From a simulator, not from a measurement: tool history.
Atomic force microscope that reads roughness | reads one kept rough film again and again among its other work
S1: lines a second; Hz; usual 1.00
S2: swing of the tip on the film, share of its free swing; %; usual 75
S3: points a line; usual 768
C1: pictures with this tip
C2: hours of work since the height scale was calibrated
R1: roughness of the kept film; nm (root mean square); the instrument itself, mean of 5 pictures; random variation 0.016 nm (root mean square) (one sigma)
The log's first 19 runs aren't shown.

| run | hour | S1 | S2 | S3 | C1 | C2 | R1 |
|---|---|---|---|---|---|---|---|
| 20 | 703.3 | 0.67 | 75 | 768 | 143 | 530 | 2.758 |
| 21 | 744.7 | 1.00 | 75 | 771 | 195 | 550 | 2.392 |
|  | 749.2 | new tip fitted |
| 22 | 792.7 | 1.00 | 75 | 771 | 54 | 573 | 3.286 |
| 23 | 830.9 | 1.00 | 75 | 768 | 101 | 592 | 2.891 |
| 24 | 873.6 | 1.00 | 75 | 768 | 154 | 613 | 2.565 |
| 25 | 903.2 | 1.12 | 75 | 768 | 191 | 627 | 2.366 |
|  | 908.2 | new tip fitted |
| 26 | 936.4 | 1.12 | 75 | 768 | 35 | 643 | 3.439 |
| 27 | 959.5 | 2.62 | 75 | 777 | 64 | 654 | 2.824 |
| 28 | 987.3 | 1.00 | 55 | 768 | 98 | 667 | 3.051 |
| 29 | 1021.1 | 1.19 | 56 | 768 | 140 | 684 | 2.763 |
| 30 | 1052.7 | 2.52 | 66 | 440 | 180 | 699 | 2.280 |
|  | 1067.6 | new tip fitted |
| 31 | 1088.9 | 2.52 | 66 | 440 | 27 | 717 | 3.388 |

Forecast run 32:
| 32 | 1137.9 | 0.68 | 76 | 440 | 88 | 740 | ? |

R1: 2.991 nm (root mean square)
Without the tool's hidden state the same run would have given R1 3.930 nm (root mean square).
